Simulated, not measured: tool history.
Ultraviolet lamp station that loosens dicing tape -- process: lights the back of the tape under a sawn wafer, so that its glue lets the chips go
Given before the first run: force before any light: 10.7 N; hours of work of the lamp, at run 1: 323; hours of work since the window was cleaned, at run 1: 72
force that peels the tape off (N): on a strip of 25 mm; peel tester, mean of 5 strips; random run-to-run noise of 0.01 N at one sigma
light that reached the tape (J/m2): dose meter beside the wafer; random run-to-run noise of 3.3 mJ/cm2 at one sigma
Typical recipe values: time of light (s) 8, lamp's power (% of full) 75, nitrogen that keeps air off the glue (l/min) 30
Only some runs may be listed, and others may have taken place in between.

run	hour	time of light (s)	lamp's power (% of full)	nitrogen that keeps air off the glue (l/min)	hours of work of the lamp	hours of work since the window was cleaned	force that peels the tape off (N)	light that reached the tape (J/m2)
1	0.0	8	75	30	323	72	0.469	5130
2	16.4	8	75	30	334	82	0.457	5180
3	26.0	8	75	30	340	89	0.457	5150
4	44.6	8	75	30	352	101	0.468	5110
5	56.2	8	75	30	359	108	0.455	5090
6	69.8	8	78	30	368	117	0.425	5370
7	85.1	8	78	30	378	127	0.448	5250
8	101.8	4	75	30	389	138	1.768	2590
9	120.9	8	75	30	401	150	0.475	5130
10	144.0	8	75	30	416	165	0.468	5160
11	160.5	7	75	30	427	176	0.599	4480
12	178.2	7	75	30	439	187	0.592	4520
13	190.7	8	75	22	447	196	0.550	5160
14	209.1	8	75	22	459	208	0.537	5150
15	226.7	8	75	22	470	219	0.543	5170
16	244.7	8	75	22	482	231	0.538	5130
17	260.1	8	75	30	492	241	0.446	5140
18	273.2	8	75	13	500	249	0.768	5110
19	290.2	8	75	30	511	260	0.469	5130
20	311.3	8	75	30	525	274	0.451	5130
21	332.1	8	75	30	538	287	0.475	5100
22	343.5	8	75	30	546	295	0.477	5110
23	361.1	5	75	30	557	306	1.165	3210
24	371.9	6	87	30	564	313	0.597	4480
25	389.1	6	87	30	575	324	0.607	4460
26	411.6	4	61	30	590	339	2.362	2110
27	433.9	8	82	30	605	354	0.392	5560
28	450.8	5	80	14	616	364	1.482	3430
29	473.7	8	62	30	630	379	0.687	4270
30	491.0	8	62	30	642	391	0.665	4230
31	505.3	5	90	13	651	400	1.286	3880
32	516.2	8	62	30	658	407	0.692	4210
33	539.1	5	72	42	673	422	1.041	3080
34	551.8	14	62	19	681	430	0.335	7450
35	563.7	14	62	19	689	438	0.328	7390
36	585.6	7	72	51	703	452	0.498	4300
37	600.1	10	90	18	712	461	0.310	7670
38	612.2	7	87	15	720	469	0.669	5160
39	631.4	5	74	30	733	482	1.199	3180
40	652.6	5	74	30	747	495	1.217	3160
41	669.0	11	88	45	757	506	0.262	8320
42	679.3	5	73	24	764	513	1.370	3090
43	691.4	14	62	10	772	521	0.426	7470

A few steps of force that peels the tape off (N) between consecutive runs. Split each: what settings, incoming material and random variation would produce without the hidden state, and what is left over for the hidden state, along with gauge scatter present in only one of the two compared results (measured, and without hidden state):
Hidden state at play: lamp's light, % of a new lamp's; light that the window lets through, % of a clean one's; drift of the gauge itself on peel_n, %; drift of the gauge itself on dose_mj_cm2, %.
Run 7 -> 8: time of light (s) 8 -> 4, lamp's power (% of full) 78 -> 75. force that peels the tape off (N) +1.320: hidden state +0.006, all else +1.314.
Run 25 -> 26: time of light (s) 6 -> 4, lamp's power (% of full) 87 -> 61. force that peels the tape off (N) +1.755: hidden state +0.008, all else +1.747.
Run 26 -> 27: time of light (s) 4 -> 8, lamp's power (% of full) 61 -> 82. force that peels the tape off (N) -1.970: hidden state -0.010, all else -1.960.
Run 40 -> 41: time of light (s) 5 -> 11, lamp's power (% of full) 74 -> 88, nitrogen that keeps air off the glue (l/min) 30 -> 45. force that peels the tape off (N) -0.955: hidden state -0.011, all else -0.944.
Run 41 -> 42: time of light (s) 11 -> 5, lamp's power (% of full) 88 -> 73, nitrogen that keeps air off the glue (l/min) 45 -> 24. force that peels the tape off (N) +1.108: hidden state +0.012, all else +1.096.

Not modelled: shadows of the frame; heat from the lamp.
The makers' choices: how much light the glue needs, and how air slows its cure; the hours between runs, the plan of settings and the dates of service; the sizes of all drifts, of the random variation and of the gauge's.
